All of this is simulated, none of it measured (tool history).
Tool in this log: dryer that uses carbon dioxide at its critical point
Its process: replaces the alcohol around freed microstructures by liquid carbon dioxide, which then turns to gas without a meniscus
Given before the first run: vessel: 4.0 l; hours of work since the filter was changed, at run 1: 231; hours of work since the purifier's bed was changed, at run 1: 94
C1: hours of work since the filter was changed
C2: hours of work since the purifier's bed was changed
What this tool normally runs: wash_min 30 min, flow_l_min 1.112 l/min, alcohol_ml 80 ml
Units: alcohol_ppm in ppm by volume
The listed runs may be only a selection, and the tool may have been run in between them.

run 1 day=0.000 | wash_min=30 flow_l_min=1.112 alcohol_ml=80 | C1=231 C2=94 | alcohol_ppm=50
run 2 day=0.633 | wash_min=30 flow_l_min=1.112 alcohol_ml=80 | C1=236 C2=99 | alcohol_ppm=55
run 3 day=1.292 | wash_min=30 flow_l_min=0.970 alcohol_ml=80 | C1=240 C2=104 | alcohol_ppm=79
run 4 day=1.667 | wash_min=30 flow_l_min=0.970 alcohol_ml=80 | C1=243 C2=107 | alcohol_ppm=90
run 5 day=2.396 | wash_min=30 flow_l_min=0.970 alcohol_ml=80 | C1=248 C2=112 | alcohol_ppm=89
run 6 day=2.754 | wash_min=30 flow_l_min=0.970 alcohol_ml=80 | C1=251 C2=114 | alcohol_ppm=99
run 7 day=3.054 | wash_min=30 flow_l_min=0.970 alcohol_ml=80 | C1=253 C2=117 | alcohol_ppm=87
run 8 day=3.396 | wash_min=30 flow_l_min=0.970 alcohol_ml=80 | C1=256 C2=119 | alcohol_ppm=92
run 9 day=4.096 | wash_min=30 flow_l_min=1.112 alcohol_ml=106 | C1=261 C2=124 | alcohol_ppm=67
run 10 day=4.800 | wash_min=30 flow_l_min=1.112 alcohol_ml=106 | C1=266 C2=129 | alcohol_ppm=71
run 11 day=5.458 | wash_min=30 flow_l_min=1.112 alcohol_ml=106 | C1=270 C2=134 | alcohol_ppm=78
run 12 day=5.829 | wash_min=30 flow_l_min=1.112 alcohol_ml=80 | C1=273 C2=137 | alcohol_ppm=70
run 13 day=6.358 | wash_min=30 flow_l_min=1.112 alcohol_ml=49 | C1=277 C2=140 | alcohol_ppm=73
run 14 day=6.950 | wash_min=30 flow_l_min=0.780 alcohol_ml=80 | C1=281 C2=145 | alcohol_ppm=209
run 15 day=7.271 | wash_min=30 flow_l_min=1.710 alcohol_ml=80 | C1=284 C2=147 | alcohol_ppm=57
run 16 day=7.792 | wash_min=30 flow_l_min=1.530 alcohol_ml=80 | C1=287 C2=151 | alcohol_ppm=65
run 17 day=8.092 | wash_min=30 flow_l_min=1.530 alcohol_ml=80 | C1=290 C2=153 | alcohol_ppm=58
run 18 day=8.596 | wash_min=30 flow_l_min=1.530 alcohol_ml=80 | C1=293 C2=157 | alcohol_ppm=56
run 19 day=9.262 | wash_min=29 flow_l_min=1.112 alcohol_ml=80 | C1=298 C2=162 | alcohol_ppm=87
run 20 day=9.967 | wash_min=29 flow_l_min=1.112 alcohol_ml=80 | C1=303 C2=167 | alcohol_ppm=90
run 21 day=10.362 | wash_min=29 flow_l_min=1.112 alcohol_ml=80 | C1=306 C2=169 | alcohol_ppm=91
run 22 day=10.838 | wash_min=30 flow_l_min=1.112 alcohol_ml=80 | C1=309 C2=173 | alcohol_ppm=83
run 23 day=11.283 | wash_min=30 flow_l_min=1.112 alcohol_ml=80 | C1=313 C2=176 | alcohol_ppm=91
run 24 day=11.592 | wash_min=30 flow_l_min=1.112 alcohol_ml=80 | C1=315 C2=178 | alcohol_ppm=84
run 25 day=11.988 | wash_min=19 flow_l_min=1.470 alcohol_ml=35 | C1=318 C2=181 | alcohol_ppm=100
run 26 day=12.338 | wash_min=30 flow_l_min=1.170 alcohol_ml=80 | C1=320 C2=184 | alcohol_ppm=77
run 27 day=12.983 | wash_min=30 flow_l_min=1.170 alcohol_ml=80 | C1=325 C2=188 | alcohol_ppm=84
run 28 day=13.583 | wash_min=30 flow_l_min=1.170 alcohol_ml=80 | C1=329 C2=193 | alcohol_ppm=78
run 29 day=13.917 | wash_min=30 flow_l_min=1.170 alcohol_ml=80 | C1=332 C2=195 | alcohol_ppm=92
run 30 day=14.388 | wash_min=19 flow_l_min=0.690 alcohol_ml=44 | C1=335 C2=199 | alcohol_ppm=850
run 31 day=15.088 | wash_min=36 flow_l_min=0.980 alcohol_ml=119 | C1=340 C2=204 | alcohol_ppm=98
run 32 day=15.700 | wash_min=30 flow_l_min=0.800 alcohol_ml=80 | C1=345 C2=208 | alcohol_ppm=231
run 33 day=16.133 | wash_min=30 flow_l_min=1.220 alcohol_ml=98 | C1=348 C2=211 | alcohol_ppm=98
run 34 day=16.492 | wash_min=30 flow_l_min=1.420 alcohol_ml=21 | C1=350 C2=214 | alcohol_ppm=78
run 35 day=17.208 | wash_min=20 flow_l_min=0.930 alcohol_ml=25 | C1=355 C2=219 | alcohol_ppm=219
run 36 day=17.829 | wash_min=26 flow_l_min=1.020 alcohol_ml=51 | C1=360 C2=223 | alcohol_ppm=143
run 37 day=18.150 | wash_min=32 flow_l_min=0.990 alcohol_ml=33 | C1=362 C2=226 | alcohol_ppm=106
run 38 day=18.742 | wash_min=32 flow_l_min=0.990 alcohol_ml=33 | C1=367 C2=230 | alcohol_ppm=104
run 39 day=19.100 | wash_min=32 flow_l_min=0.990 alcohol_ml=33 | C1=369 C2=233 | alcohol_ppm=104
run 40 day=19.617 | wash_min=24 flow_l_min=1.800 alcohol_ml=55 | C1=373 C2=236 | alcohol_ppm=96
run 41 day=20.046 | wash_min=18 flow_l_min=1.112 alcohol_ml=44 | C1=376 C2=240 | alcohol_ppm=279
run 42 day=20.442 | wash_min=18 flow_l_min=1.170 alcohol_ml=44 | C1=379 C2=242 | alcohol_ppm=245
run 43 day=21.062 | wash_min=27 flow_l_min=1.700 alcohol_ml=106 | C1=383 C2=247 | alcohol_ppm=85
run 44 day=21.400 | wash_min=30 flow_l_min=1.530 alcohol_ml=80 | C1=386 C2=249 | alcohol_ppm=95
run 45 day=22.138 | wash_min=30 flow_l_min=1.530 alcohol_ml=80 | C1=391 C2=255 | alcohol_ppm=100
run 46 day=22.867 | wash_min=30 flow_l_min=1.530 alcohol_ml=80 | C1=396 C2=260 | alcohol_ppm=99
run 47 day=23.417 | wash_min=30 flow_l_min=1.530 alcohol_ml=80 | C1=400 C2=264 | alcohol_ppm=96

Consider 3 possible next runs. They are alternatives, not a sequence: every one starts from the tool as it was left by run 47. What does each give?
run A day=23.783 | wash_min=26 flow_l_min=1.110 alcohol_ml=80 | C1=403 C2=267 | alcohol_ppm=?
run B day=23.783 | wash_min=30 flow_l_min=0.870 alcohol_ml=54 | C1=403 C2=267 | alcohol_ppm=?
run C day=23.783 | wash_min=19 flow_l_min=1.530 alcohol_ml=80 | C1=403 C2=267 | alcohol_ppm=?

run=A alcohol_ppm=163
run=B alcohol_ppm=184
run=C alcohol_ppm=160
With no hidden state in the tool, these same runs would have given:
run=A alcohol_ppm=32
run=B alcohol_ppm=48
run=C alcohol_ppm=35
